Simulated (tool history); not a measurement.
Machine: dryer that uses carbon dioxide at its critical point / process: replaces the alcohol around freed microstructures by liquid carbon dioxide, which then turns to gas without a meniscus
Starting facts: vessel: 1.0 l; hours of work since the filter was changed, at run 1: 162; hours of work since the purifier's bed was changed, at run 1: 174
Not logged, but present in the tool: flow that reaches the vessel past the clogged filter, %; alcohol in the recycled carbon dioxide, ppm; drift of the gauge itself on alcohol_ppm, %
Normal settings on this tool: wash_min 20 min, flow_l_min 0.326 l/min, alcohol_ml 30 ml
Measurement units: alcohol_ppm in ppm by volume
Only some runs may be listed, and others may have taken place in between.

run   hour  wash_min  flow_l_min  alcohol_ml  hours of work since the filter was changed  hours of work since the purifier's bed was changed  alcohol_ppm
  1    0.0        20       0.326          30                                         162                                                 174          230
  2    8.7        20       0.326          30                                         166                                                 178          227
  3   16.6        20       0.326          30                                         169                                                 181          241
  4   28.2        20       0.326          30                                         174                                                 186          248
  5   40.1        20       0.326          30                                         179                                                 191          235
  6   49.2        20       0.326          30                                         183                                                 195          244
  7   58.6        20       0.422          30                                         187                                                 199           95
  8   68.6        20       0.326          30                                         192                                                 203          244
  9   77.6        22       0.326          30                                         196                                                 207          186
 10   83.2        20       0.326          30                                         198                                                 210          255
 11   91.1        20       0.326          30                                         201                                                 213          248
 12   97.2        20       0.326          30                                         204                                                 216          260
 13  105.8        20       0.459          69                                         208                                                 219          113
 14  112.0        21       0.256         110                                         210                                                 222         1925
 15  121.7        21       0.256         110                                         214                                                 226         1983
 16  128.8        12       0.483          30                                         217                                                 229          388
 17  138.1        16       0.414          30                                         221                                                 233          245
 18  146.4        16       0.414          30                                         225                                                 237          244
 19  154.7        18       0.326          99                                         229                                                 240         1175
 20  164.3        20       0.212          30                                         233                                                 244         1406
 21  177.5        20       0.211         117                                         238                                                 250         5292
 22  186.2        20       0.211         117                                         242                                                 254         5317
 23  194.1        21       0.326         116                                         245                                                 257          729

Forecast each of these 4 alternatives for the next run:
  A  206.9        15       0.372         116                                         251                                                 263            ?
  B  206.9        21       0.326          70                                         251                                                 263            ?
  C  206.9        30       0.251          23                                         251                                                 263            ?
  D  206.9        12       0.326          58                                         251                                                 263            ?

run  alcohol_ppm
  A         1678
  B          494
  C          171
  D         3127
Had the tool no hidden state, the same runs would have come out as:
run  alcohol_ppm
  A          907
  B          210
  C           48
  D         2051
